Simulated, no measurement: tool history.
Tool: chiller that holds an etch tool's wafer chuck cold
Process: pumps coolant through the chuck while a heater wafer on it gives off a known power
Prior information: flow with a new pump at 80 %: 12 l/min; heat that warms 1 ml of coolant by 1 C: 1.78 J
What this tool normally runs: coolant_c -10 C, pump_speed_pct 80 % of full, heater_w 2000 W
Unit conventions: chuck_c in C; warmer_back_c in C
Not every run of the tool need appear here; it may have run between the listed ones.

{"run": 1, "hour": 0.0, "coolant_c": -10, "pump_speed_pct": 80, "heater_w": 2000, "chuck_c": 3.7, "warmer_back_c": 5.67}
{"run": 2, "hour": 106.8, "coolant_c": -10, "pump_speed_pct": 63, "heater_w": 2000, "chuck_c": 5.5, "warmer_back_c": 7.05}
{"run": 3, "hour": 212.6, "coolant_c": -10, "pump_speed_pct": 63, "heater_w": 1398, "chuck_c": 0.9, "warmer_back_c": 4.87}
{"run": 4, "hour": 300.9, "coolant_c": -10, "pump_speed_pct": 63, "heater_w": 1398, "chuck_c": 0.8, "warmer_back_c": 4.93}
{"run": 5, "hour": 404.8, "coolant_c": -10, "pump_speed_pct": 80, "heater_w": 2000, "chuck_c": 3.5, "warmer_back_c": 5.57}
{"run": 6, "hour": 550.9, "coolant_c": -10, "pump_speed_pct": 80, "heater_w": 2000, "chuck_c": 3.7, "warmer_back_c": 5.54}
{"run": 7, "hour": 631.1, "coolant_c": -10, "pump_speed_pct": 80, "heater_w": 2000, "chuck_c": 3.6, "warmer_back_c": 5.56}
{"run": 8, "hour": 786.7, "coolant_c": -10, "pump_speed_pct": 80, "heater_w": 2000, "chuck_c": 3.5, "warmer_back_c": 5.59}
{"run": 9, "hour": 889.9, "coolant_c": -10, "pump_speed_pct": 80, "heater_w": 2000, "chuck_c": 3.6, "warmer_back_c": 5.45}
{"run": 10, "hour": 1000.9, "coolant_c": -10, "pump_speed_pct": 80, "heater_w": 1285, "chuck_c": -1.4, "warmer_back_c": 3.5}
{"run": 11, "hour": 1136.4, "coolant_c": -10, "pump_speed_pct": 80, "heater_w": 2000, "chuck_c": 3.5, "warmer_back_c": 5.49}
{"run": 12, "hour": 1250.0, "coolant_c": -10, "pump_speed_pct": 80, "heater_w": 2000, "chuck_c": 3.6, "warmer_back_c": 5.51}
{"run": 13, "hour": 1369.5, "coolant_c": -10, "pump_speed_pct": 80, "heater_w": 2000, "chuck_c": 3.5, "warmer_back_c": 5.38}
{"run": 14, "hour": 1533.5, "coolant_c": -10, "pump_speed_pct": 80, "heater_w": 2000, "chuck_c": 3.6, "warmer_back_c": 5.42}
{"run": 15, "hour": 1615.2, "coolant_c": -10, "pump_speed_pct": 80, "heater_w": 2000, "chuck_c": 3.5, "warmer_back_c": 5.41}
{"run": 16, "hour": 1699.5, "coolant_c": -10, "pump_speed_pct": 80, "heater_w": 2000, "chuck_c": 3.7, "warmer_back_c": 5.4}
{"hour": 1721.5, "done": "gauge calibrated"}
{"run": 17, "hour": 1864.7, "coolant_c": -9, "pump_speed_pct": 80, "heater_w": 2000, "chuck_c": 4.5, "warmer_back_c": 5.65}
{"run": 18, "hour": 2023.8, "coolant_c": -9, "pump_speed_pct": 80, "heater_w": 2000, "chuck_c": 4.7, "warmer_back_c": 5.61}
{"run": 19, "hour": 2181.6, "coolant_c": -14, "pump_speed_pct": 63, "heater_w": 1208, "chuck_c": -4.6, "warmer_back_c": 4.21}
{"run": 20, "hour": 2338.0, "coolant_c": -14, "pump_speed_pct": 63, "heater_w": 1208, "chuck_c": -4.5, "warmer_back_c": 4.2}
{"run": 21, "hour": 2431.9, "coolant_c": -15, "pump_speed_pct": 83, "heater_w": 1231, "chuck_c": -6.8, "warmer_back_c": 3.27}
{"run": 22, "hour": 2549.0, "coolant_c": -15, "pump_speed_pct": 83, "heater_w": 1231, "chuck_c": -7, "warmer_back_c": 3.2}
{"hour": 2615.4, "done": "chiller's thermometer calibrated"}
{"run": 23, "hour": 2694.7, "coolant_c": -2, "pump_speed_pct": 63, "heater_w": 2000, "chuck_c": 13.6, "warmer_back_c": 6.92}
{"run": 24, "hour": 2843.6, "coolant_c": -5, "pump_speed_pct": 75, "heater_w": 1551, "chuck_c": 6.2, "warmer_back_c": 4.45}
{"run": 25, "hour": 2916.0, "coolant_c": -5, "pump_speed_pct": 75, "heater_w": 1551, "chuck_c": 5.8, "warmer_back_c": 4.49}
{"run": 26, "hour": 3029.6, "coolant_c": -5, "pump_speed_pct": 75, "heater_w": 1551, "chuck_c": 6.2, "warmer_back_c": 4.48}
{"run": 27, "hour": 3142.5, "coolant_c": -15, "pump_speed_pct": 79, "heater_w": 2000, "chuck_c": -1.4, "warmer_back_c": 5.53}
{"run": 28, "hour": 3270.5, "coolant_c": -15, "pump_speed_pct": 79, "heater_w": 2000, "chuck_c": -1.2, "warmer_back_c": 5.54}
{"hour": 3363.6, "done": "coolant changed, channels flushed"}
{"run": 29, "hour": 3443.7, "coolant_c": -18, "pump_speed_pct": 60, "heater_w": 1501, "chuck_c": -6, "warmer_back_c": 5.48}
{"run": 30, "hour": 3578.7, "coolant_c": -18, "pump_speed_pct": 60, "heater_w": 2222, "chuck_c": -0.3, "warmer_back_c": 8.07}
{"run": 31, "hour": 3663.6, "coolant_c": -19, "pump_speed_pct": 80, "heater_w": 1553, "chuck_c": -8.5, "warmer_back_c": 4.1}
{"run": 32, "hour": 3758.7, "coolant_c": -18, "pump_speed_pct": 84, "heater_w": 1955, "chuck_c": -5.1, "warmer_back_c": 4.98}
{"run": 33, "hour": 3922.6, "coolant_c": -1, "pump_speed_pct": 96, "heater_w": 1955, "chuck_c": 10.8, "warmer_back_c": 4.35}

Table of differences, measured result less the result of that run with no hidden state. Run-to-run variation is the same in both. Gauge scatter possibly is not:
Hidden state at play: heat passed by the chuck's channels, % of clean ones'; flow at a given pump speed, % of a new pump's; coolant's true temperature over the reading, C; drift of the gauge itself on chuck_c, C; drift of the gauge itself on warmer_back_c, C.
run=1 warmer_back_c=+0.01
run=2 warmer_back_c=-0.01
run=3 warmer_back_c=-0.02
run=4 warmer_back_c=-0.04
run=5 warmer_back_c=-0.05
run=6 warmer_back_c=-0.07
run=7 warmer_back_c=-0.08
run=8 warmer_back_c=-0.1
run=9 warmer_back_c=-0.12
run=10 warmer_back_c=-0.13
run=11 warmer_back_c=-0.15
run=12 warmer_back_c=-0.16
run=13 warmer_back_c=-0.19
run=14 warmer_back_c=-0.21
run=15 warmer_back_c=-0.21
run=16 warmer_back_c=-0.23
run=17 warmer_back_c=-0.01
run=18 warmer_back_c=-0.03
run=19 warmer_back_c=-0.06
run=20 warmer_back_c=-0.08
run=21 warmer_back_c=-0.09
run=22 warmer_back_c=-0.1
run=23 warmer_back_c=-0.12
run=24 warmer_back_c=-0.14
run=25 warmer_back_c=-0.15
run=26 warmer_back_c=-0.17
run=27 warmer_back_c=-0.18
run=28 warmer_back_c=-0.2
run=29 warmer_back_c=-0.22
run=30 warmer_back_c=-0.24
run=31 warmer_back_c=-0.26
run=32 warmer_back_c=-0.27
run=33 warmer_back_c=-0.29
chuck_c: at most 0.1 C away from the measurement, every run.
